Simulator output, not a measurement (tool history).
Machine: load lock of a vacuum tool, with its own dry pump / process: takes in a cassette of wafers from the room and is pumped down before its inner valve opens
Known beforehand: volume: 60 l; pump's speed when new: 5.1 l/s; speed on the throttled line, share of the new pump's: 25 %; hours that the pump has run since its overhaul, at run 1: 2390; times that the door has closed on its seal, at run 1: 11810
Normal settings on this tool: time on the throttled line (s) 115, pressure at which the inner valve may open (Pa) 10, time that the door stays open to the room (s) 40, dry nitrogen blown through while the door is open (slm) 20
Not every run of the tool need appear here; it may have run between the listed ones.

run,day,time on the throttled line (s),pressure at which the inner valve may open (Pa),time that the door stays open to the room (s),dry nitrogen blown through while the door is open (slm),hours that the pump has run since its overhaul,times that the door has closed on its seal,"incoming humidity of the room's air, %",time from the closed door until the inner valve may open (s),rise of the pressure with all valves shut (Pa/min)
1,0,115,10,40,20,2390,11810,41.4,196.2,0.044
2,3.546,115,10,40,20,2475,12074,43.5,195.9,0.047
3,5.95,115,10,40,20,2533,12253,45.4,195.9,0.04
4,11.092,115,10,40,20,2656,12635,44.3,195.2,0.042
5,15.112,115,10,40,20,2753,12934,44.7,195.5,0.047
6,18.175,115,14,40,20,2827,13162,46.8,192.1,0.051
7,21.138,115,14,40,20,2898,13382,45.8,192.1,0.044
8,25.25,115,8,148,14,2996,13688,41.8,197.6,0.071
9,28.079,182,11,32,14,3064,13898,41.4,244.3,0.046
10,30.521,115,7,43,20,3123,14080,44.6,200.4,0.044
11,33.65,115,7,43,20,3198,14312,44.1,200.4,0.052
12,39.025,81,9,25,30,3327,14712,42.2,173.1,0.032
13,42.283,81,16,25,21,3405,14954,43.7,164.9,0.037
14,47.633,115,10,155,20,3533,15352,46.7,196.9,0.068

Consider 3 possible next runs. They are alternatives, not a sequence: every one starts from the tool as it was left by run 14. What does each give?
A,51.988,115,10,96,10,3638,15676,44.3,?,?
B,51.988,115,9,26,8,3638,15676,46.2,?,?
C,51.988,167,8,155,8,3638,15676,43.9,?,?

run,time from the closed door until the inner valve may open (s),rise of the pressure with all valves shut (Pa/min)
A,194.7,0.077
B,197.9,0.054
C,237.5,0.09
Without the tool's hidden state the same runs would have given:
run,time from the closed door until the inner valve may open (s),rise of the pressure with all valves shut (Pa/min)
A,193.3,0.063
B,196.2,0.04
C,236,0.076
